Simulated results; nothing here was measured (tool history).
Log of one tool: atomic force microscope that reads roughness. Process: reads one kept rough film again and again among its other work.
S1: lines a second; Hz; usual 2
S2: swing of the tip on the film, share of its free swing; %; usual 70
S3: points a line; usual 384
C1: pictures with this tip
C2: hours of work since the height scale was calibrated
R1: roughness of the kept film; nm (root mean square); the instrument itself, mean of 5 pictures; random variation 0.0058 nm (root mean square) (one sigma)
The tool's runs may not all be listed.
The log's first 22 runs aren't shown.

-- hour=464.8 new tip fitted
run 23 hour=473.3 | S1=2 S2=64 S3=384 | C1=15 C2=869 | R1=1.991
run 24 hour=488.3 | S1=2 S2=64 S3=384 | C1=43 C2=881 | R1=1.978
run 25 hour=506.9 | S1=2 S2=70 S3=356 | C1=78 C2=895 | R1=1.91
run 26 hour=534.1 | S1=2 S2=70 S3=384 | C1=128 C2=915 | R1=1.895
run 27 hour=554.1 | S1=2 S2=70 S3=876 | C1=165 C2=931 | R1=1.88
-- hour=569.2 new tip fitted
run 28 hour=580.4 | S1=2 S2=70 S3=876 | C1=21 C2=950 | R1=1.957
run 29 hour=600.6 | S1=2 S2=71 S3=384 | C1=58 C2=966 | R1=1.922
run 30 hour=626.3 | S1=0.86 S2=72 S3=328 | C1=106 C2=985 | R1=1.999
run 31 hour=639.6 | S1=2.01 S2=57 S3=384 | C1=131 C2=995 | R1=1.995
run 32 hour=666.5 | S1=0.7 S2=75 S3=384 | C1=180 C2=1016 | R1=1.961
-- hour=671.1 new tip fitted
run 33 hour=680.3 | S1=1.1 S2=64 S3=942 | C1=17 C2=1026 | R1=2.062
run 34 hour=698 | S1=1.1 S2=64 S3=942 | C1=50 C2=1039 | R1=2.049
run 35 hour=724.5 | S1=0.71 S2=64 S3=263 | C1=99 C2=1059 | R1=2.039
run 36 hour=739.3 | S1=2.18 S2=84 S3=547 | C1=126 C2=1071 | R1=1.712
run 37 hour=762.3 | S1=1.79 S2=63 S3=397 | C1=169 C2=1088 | R1=1.939
-- hour=775.2 new tip fitted
run 38 hour=782.2 | S1=1.92 S2=63 S3=631 | C1=13 C2=1103 | R1=2.012

The next listed run, before its measurement:
run 39 hour=814.2 | S1=2.57 S2=67 S3=612 | C1=72 C2=1127 | R1=?

{"run 39": {"R1": 1.908}}
Without the tool's hidden state the same run would have given R1 1.961 nm (root mean square).
